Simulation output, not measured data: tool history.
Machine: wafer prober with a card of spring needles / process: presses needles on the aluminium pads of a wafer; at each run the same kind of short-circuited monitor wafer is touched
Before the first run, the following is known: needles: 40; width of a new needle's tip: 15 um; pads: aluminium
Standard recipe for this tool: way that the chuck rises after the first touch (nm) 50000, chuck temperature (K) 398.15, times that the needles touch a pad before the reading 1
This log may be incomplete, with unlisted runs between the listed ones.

run    day  way that the chuck rises after the first touch (nm)  chuck temperature (K)  times that the needles touch a pad before the reading  resistance of one needle with its contact and lead (mohm)  way that a needle slides on the pad (nm)
  1  0.000                                                50000                 398.15                                                      1                                                        150                                     12720
     0.158  -- tips cleaned on abrasive film
     0.421  -- tips cleaned on abrasive film
     0.633  -- tips cleaned on abrasive film
  2  0.725                                                50000                 398.15                                                      1                                                        154                                     12570
     0.883  -- tips cleaned on abrasive film
     1.138  -- tips cleaned on abrasive film
     1.400  -- tips cleaned on abrasive film
  3  1.446                                                50000                 398.15                                                      1                                                        149                                     12220
     1.658  -- tips cleaned on abrasive film
     1.917  -- tips cleaned on abrasive film
     2.162  -- tips cleaned on abrasive film
  4  2.175                                                50000                 398.15                                                      1                                                        148                                     12470
     2.383  -- tips cleaned on abrasive film
     2.638  -- tips cleaned on abrasive film
     2.900  -- tips cleaned on abrasive film
     3.150  -- tips cleaned on abrasive film
  5  3.192                                                50000                 398.15                                                      1                                                        149                                     12120
     3.300  -- height of the first contact set anew
     3.400  -- tips cleaned on abrasive film
     3.612  -- tips cleaned on abrasive film
  6  3.762                                                50000                 398.15                                                      1                                                        154                                     13330
     3.871  -- tips cleaned on abrasive film
     4.125  -- tips cleaned on abrasive film
     4.371  -- tips cleaned on abrasive film
  7  4.483                                                45000                 398.15                                                      1                                                        155                                     11910
     4.592  -- tips cleaned on abrasive film
     4.854  -- tips cleaned on abrasive film
     5.100  -- tips cleaned on abrasive film
  8  5.100                                                45000                 398.15                                                      1                                                        147                                     11780
     5.354  -- tips cleaned on abrasive film
     5.617  -- tips cleaned on abrasive film
  9  5.638                                                44000                 398.15                                                      2                                                        146                                     11510
     5.850  -- tips cleaned on abrasive film
     6.112  -- tips cleaned on abrasive film
     6.367  -- tips cleaned on abrasive film
 10  6.546                                                59000                 398.15                                                      1                                                        150                                     15480
     6.600  -- tips cleaned on abrasive film
     6.850  -- tips cleaned on abrasive film
     7.108  -- tips cleaned on abrasive film
 11  7.150                                                38000                 311.15                                                      3                                                        139                                      9820

Run 12 comes next. What will it give?
     7.362  -- tips cleaned on abrasive film
     7.621  -- tips cleaned on abrasive film
     7.879  -- tips cleaned on abrasive film
     8.088  -- tips cleaned on abrasive film
 12  8.138                                                38000                 330.15                                                      2                                                          ?                                         ?

{"run 12": {"resistance of one needle with its contact and lead (mohm)": 143, "way that a needle slides on the pad (nm)": 9740}}
Had the tool carried no hidden state, the very same run would have given resistance of one needle with its contact and lead (mohm) 136, way that a needle slides on the pad (nm) 10160.
